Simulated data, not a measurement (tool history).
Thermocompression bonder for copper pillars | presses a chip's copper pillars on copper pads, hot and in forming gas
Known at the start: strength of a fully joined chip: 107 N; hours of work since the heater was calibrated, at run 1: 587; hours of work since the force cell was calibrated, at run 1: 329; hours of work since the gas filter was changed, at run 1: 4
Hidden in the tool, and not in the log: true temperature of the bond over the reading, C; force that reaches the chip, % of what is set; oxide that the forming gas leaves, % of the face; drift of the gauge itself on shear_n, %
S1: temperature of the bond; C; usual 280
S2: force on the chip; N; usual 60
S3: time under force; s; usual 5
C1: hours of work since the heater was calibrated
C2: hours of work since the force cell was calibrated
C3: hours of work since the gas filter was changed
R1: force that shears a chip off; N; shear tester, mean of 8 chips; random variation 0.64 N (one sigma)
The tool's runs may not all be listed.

| run | day | S1 | S2 | S3 | C1 | C2 | C3 | R1 |
|---|---|---|---|---|---|---|---|---|
| 1 | 0 | 280 | 60 | 5 | 587 | 329 | 4 | 47 |
| 2 | 1.312 | 280 | 38 | 5 | 608 | 350 | 26 | 28.3 |
| 3 | 2.712 | 280 | 38 | 5 | 631 | 373 | 49 | 29.1 |
| 4 | 4.354 | 280 | 38 | 5 | 658 | 400 | 76 | 27.9 |
| 5 | 5.421 | 280 | 38 | 5 | 676 | 418 | 93 | 29 |
| 6 | 7.183 | 280 | 38 | 5 | 705 | 446 | 122 | 28.1 |
| 7 | 8.012 | 280 | 60 | 5 | 718 | 460 | 136 | 47.5 |
| 8 | 9.371 | 280 | 60 | 5 | 741 | 482 | 158 | 46.9 |
| 9 | 10.654 | 287 | 60 | 5 | 762 | 503 | 179 | 51.9 |
| 10 | 12.442 | 280 | 60 | 5 | 791 | 533 | 208 | 46.4 |
| 11 | 13.729 | 280 | 60 | 8 | 812 | 554 | 230 | 54.6 |
| 12 | 15.125 | 280 | 37 | 5 | 835 | 577 | 252 | 27.1 |
| 13 | 16.488 | 280 | 37 | 5 | 857 | 599 | 275 | 26.2 |
| 14 | 18.354 | 280 | 37 | 5 | 888 | 630 | 305 | 26.8 |
| 15 | 19.575 | 293 | 55 | 14 | 908 | 650 | 325 | 67.4 |
| 16 | 20.8 | 293 | 55 | 14 | 928 | 670 | 346 | 66.8 |
| 17 | 22.525 | 293 | 63 | 5 | 956 | 698 | 374 | 54.2 |
| 18 | 24.142 | 296 | 37 | 5 | 983 | 725 | 400 | 31.6 |
| 19 | 25.992 | 280 | 48 | 4 | 1013 | 755 | 431 | 31.9 |
|  | 26.762 | forming gas filter changed |
| 20 | 27.321 | 280 | 48 | 4 | 1035 | 776 | 9 | 33.6 |
| 21 | 28.888 | 280 | 48 | 4 | 1060 | 802 | 35 | 34.1 |
| 22 | 30.675 | 280 | 48 | 4 | 1090 | 831 | 64 | 34.2 |
| 23 | 31.958 | 280 | 48 | 4 | 1111 | 852 | 85 | 32.8 |
| 24 | 33.567 | 296 | 37 | 5 | 1137 | 879 | 112 | 35 |
| 25 | 35.529 | 280 | 60 | 3 | 1169 | 911 | 144 | 37.4 |
| 26 | 37.121 | 279 | 48 | 5 | 1195 | 937 | 170 | 35.8 |
| 27 | 38.808 | 264 | 60 | 14 | 1223 | 965 | 198 | 52.8 |
| 28 | 40.242 | 280 | 60 | 11 | 1247 | 988 | 221 | 59.1 |

Hidden state at the last listed run before each entry between runs and at the first one after, where it differs:
Between runs 19 and 20: forming gas filter changed (day 26.762)
  true temperature of the bond over the reading, C: -6.7 -> -6.9; force that reaches the chip, % of what is set: 103.3 -> 103.4; oxide that the forming gas leaves, % of the face: 7.71 -> 0.66
  measured less the result without the state, R1: -4.6 -> -2.2 N
